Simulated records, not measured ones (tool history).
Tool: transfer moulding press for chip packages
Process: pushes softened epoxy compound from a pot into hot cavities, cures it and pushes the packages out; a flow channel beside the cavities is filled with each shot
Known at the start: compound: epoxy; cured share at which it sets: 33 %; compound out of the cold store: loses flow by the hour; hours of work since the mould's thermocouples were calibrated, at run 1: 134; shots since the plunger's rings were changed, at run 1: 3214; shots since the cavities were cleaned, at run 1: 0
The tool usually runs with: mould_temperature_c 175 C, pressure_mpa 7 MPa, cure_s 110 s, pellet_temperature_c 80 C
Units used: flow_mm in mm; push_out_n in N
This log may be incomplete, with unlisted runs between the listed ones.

run,day,mould_temperature_c,pressure_mpa,cure_s,pellet_temperature_c,hours of work since the mould's thermocouples were calibrated,shots since the plunger's rings were changed,shots since the cavities were cleaned,incoming compound's hours out of the cold store,flow_mm,push_out_n
1,0,175,7,110,80,134,3214,0,17,889,750
2,0.533,172,7,110,80,144,3375,161,35.1,823,1118
3,1.1,175,7,110,80,155,3546,332,35.3,802,1069
4,1.479,175,7,110,71,162,3660,446,16.3,889,1264
5,2.146,175,7,110,71,175,3862,648,37.5,789,1293
6,2.821,175,7,110,71,188,4066,852,11.3,890,1524
# day 2.988: plunger's sealing rings changed
7,3.2,175,7,140,80,193,63,934,15.4,955,1027
8,3.571,175,7,140,80,200,175,1046,21.2,918,1042
# day 3.742: cavities cleaned with cleaning compound and waxed
9,3.954,174,7,110,80,206,272,64,33.7,880,843
10,4.429,174,7,110,80,215,416,208,24.9,896,1055
11,4.733,175,7,92,80,221,509,301,15.6,939,1729
12,5.125,175,7,92,80,229,626,418,39.6,822,1698
13,5.517,175,7,92,80,236,744,536,39.1,828,1809
14,5.992,175,7,92,80,245,888,680,22.2,912,2096
15,6.454,175,7,92,80,254,1028,820,13.9,956,2341
16,6.95,177,7,126,80,264,1177,969,29.4,868,1081
# day 7.388: cavities cleaned with cleaning compound and waxed
17,7.417,172,7,123,87,271,1300,10,46.1,794,662
18,7.904,175,8.78,92,76,281,1447,157,19.2,1027,1480
19,8.392,173,7,110,80,290,1594,304,32.1,842,1210
20,9,175,7,93,75,302,1778,488,9.8,959,2070
21,9.296,175,7,93,75,307,1867,577,34,848,1889
22,9.65,175,7,110,86,314,1974,684,29.2,870,1356
23,9.988,175,6.4,110,86,320,2077,787,39,769,1286
24,10.504,172,6.34,110,82,330,2232,942,34.9,794,1714
25,10.833,172,6.34,110,82,337,2332,1042,37.5,777,1709
# day 11.029: cavities cleaned with cleaning compound and waxed
26,11.408,172,6.34,110,82,346,2486,114,23.3,832,1096

Predict the results of run 27:
27,12.033,172,8.1,110,70,358,2675,303,42.3,?,?

flow_mm: 852 mm
push_out_n: 1239 N
If the tool had no hidden condition, the same run with the same run-to-run variation would have returned flow_mm 895 mm, push_out_n 771 N.

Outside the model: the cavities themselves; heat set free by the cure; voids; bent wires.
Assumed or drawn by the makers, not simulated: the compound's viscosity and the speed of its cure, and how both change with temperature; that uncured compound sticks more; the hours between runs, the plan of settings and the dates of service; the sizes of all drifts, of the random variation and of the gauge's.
